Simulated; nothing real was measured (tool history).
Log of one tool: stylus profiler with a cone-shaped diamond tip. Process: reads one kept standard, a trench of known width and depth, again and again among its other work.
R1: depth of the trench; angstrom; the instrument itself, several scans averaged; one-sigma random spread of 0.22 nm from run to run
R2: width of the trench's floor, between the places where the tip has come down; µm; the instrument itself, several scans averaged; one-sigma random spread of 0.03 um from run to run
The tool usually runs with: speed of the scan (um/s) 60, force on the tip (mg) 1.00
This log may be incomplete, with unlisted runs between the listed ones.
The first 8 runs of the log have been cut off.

{"run": 9, "hour": 366.1, "speed of the scan (um/s)": 60, "force on the tip (mg)": 0.38, "R1": 10002.4, "R2": 44.8}
{"run": 10, "hour": 423.9, "speed of the scan (um/s)": 60, "force on the tip (mg)": 0.38, "R1": 10005.8, "R2": 44.75}
{"run": 11, "hour": 473.2, "speed of the scan (um/s)": 60, "force on the tip (mg)": 2.74, "R1": 10044.5, "R2": 44.95}
{"run": 12, "hour": 509.2, "speed of the scan (um/s)": 60, "force on the tip (mg)": 2.74, "R1": 10048.4, "R2": 44.89}
{"run": 13, "hour": 565.0, "speed of the scan (um/s)": 60, "force on the tip (mg)": 2.74, "R1": 10044.5, "R2": 44.87}
{"run": 14, "hour": 597.7, "speed of the scan (um/s)": 60, "force on the tip (mg)": 2.74, "R1": 10041.2, "R2": 44.82}
{"run": 15, "hour": 643.3, "speed of the scan (um/s)": 60, "force on the tip (mg)": 2.74, "R1": 10040.2, "R2": 44.8}
{"run": 16, "hour": 689.9, "speed of the scan (um/s)": 60, "force on the tip (mg)": 2.74, "R1": 10040.9, "R2": 44.7}
{"run": 17, "hour": 727.3, "speed of the scan (um/s)": 60, "force on the tip (mg)": 2.74, "R1": 10042.6, "R2": 44.66}
{"run": 18, "hour": 763.6, "speed of the scan (um/s)": 60, "force on the tip (mg)": 2.74, "R1": 10040.0, "R2": 44.63}
{"run": 19, "hour": 791.2, "speed of the scan (um/s)": 60, "force on the tip (mg)": 2.74, "R1": 10038.5, "R2": 44.63}
{"run": 20, "hour": 819.9, "speed of the scan (um/s)": 60, "force on the tip (mg)": 2.74, "R1": 10038.2, "R2": 44.53}
{"run": 21, "hour": 847.5, "speed of the scan (um/s)": 60, "force on the tip (mg)": 2.74, "R1": 10035.1, "R2": 44.51}
{"run": 22, "hour": 888.6, "speed of the scan (um/s)": 60, "force on the tip (mg)": 1.0, "R1": 10008.8, "R2": 44.31}
{"run": 23, "hour": 928.2, "speed of the scan (um/s)": 60, "force on the tip (mg)": 1.0, "R1": 10008.1, "R2": 44.26}
{"run": 24, "hour": 972.6, "speed of the scan (um/s)": 127, "force on the tip (mg)": 1.14, "R1": 10008.1, "R2": 43.95}
{"run": 25, "hour": 1018.5, "speed of the scan (um/s)": 127, "force on the tip (mg)": 1.14, "R1": 10005.3, "R2": 43.9}
{"run": 26, "hour": 1043.2, "speed of the scan (um/s)": 17, "force on the tip (mg)": 1.72, "R1": 10013.1, "R2": 44.4}
{"run": 27, "hour": 1091.2, "speed of the scan (um/s)": 181, "force on the tip (mg)": 2.27, "R1": 10027.1, "R2": 43.8}
{"run": 28, "hour": 1151.2, "speed of the scan (um/s)": 181, "force on the tip (mg)": 2.27, "R1": 10025.4, "R2": 43.79}
{"run": 29, "hour": 1205.3, "speed of the scan (um/s)": 72, "force on the tip (mg)": 0.85, "R1": 9999.6, "R2": 43.92}
{"run": 30, "hour": 1265.8, "speed of the scan (um/s)": 72, "force on the tip (mg)": 0.85, "R1": 9995.7, "R2": 43.82}
{"run": 31, "hour": 1323.0, "speed of the scan (um/s)": 72, "force on the tip (mg)": 0.85, "R1": 9994.2, "R2": 43.82}

Forecast run 32:
{"run": 32, "hour": 1349.1, "speed of the scan (um/s)": 213, "force on the tip (mg)": 1.08, "R1": "?", "R2": "?"}

{"run 32": {"R1": 9997.9, "R2": 43.14}}
Minus the tool's unlogged condition, the same run would have read R1 10030.3 angstrom, R2 44.98 µm.
